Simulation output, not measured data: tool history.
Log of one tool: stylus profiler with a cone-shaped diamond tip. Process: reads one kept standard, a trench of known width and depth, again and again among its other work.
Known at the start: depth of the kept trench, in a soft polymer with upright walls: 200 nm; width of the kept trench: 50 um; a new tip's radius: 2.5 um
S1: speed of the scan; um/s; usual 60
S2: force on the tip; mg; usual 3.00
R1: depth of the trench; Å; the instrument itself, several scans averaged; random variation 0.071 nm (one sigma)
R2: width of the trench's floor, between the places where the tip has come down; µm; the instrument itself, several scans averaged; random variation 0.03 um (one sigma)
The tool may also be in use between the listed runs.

run 1 hour=0.0 | S1=60 S2=3.00 | R1=2029.8 R2=47.65
run 2 hour=30.5 | S1=60 S2=3.00 | R1=2029.5 R2=47.67
run 3 hour=68.0 | S1=60 S2=3.00 | R1=2029.5 R2=47.66
run 4 hour=103.4 | S1=60 S2=3.00 | R1=2028.0 R2=47.69
run 5 hour=124.6 | S1=60 S2=3.00 | R1=2027.5 R2=47.65
run 6 hour=140.9 | S1=60 S2=3.00 | R1=2028.5 R2=47.65
-- hour=143.3 height scale calibrated on a step standard
run 7 hour=176.3 | S1=60 S2=3.00 | R1=2026.6 R2=47.63
run 8 hour=198.5 | S1=60 S2=3.00 | R1=2026.7 R2=47.66
run 9 hour=215.2 | S1=210 S2=3.00 | R1=2026.0 R2=47.04

The next listed run, before its measurement:
run 10 hour=232.3 | S1=211 S2=2.51 | R1=? R2=?

Run 10 gave R1 2023.4 Å, R2 47.02 µm.
Without the tool's hidden state the same run would have given R1 2028.5 Å, R2 47.20 µm.
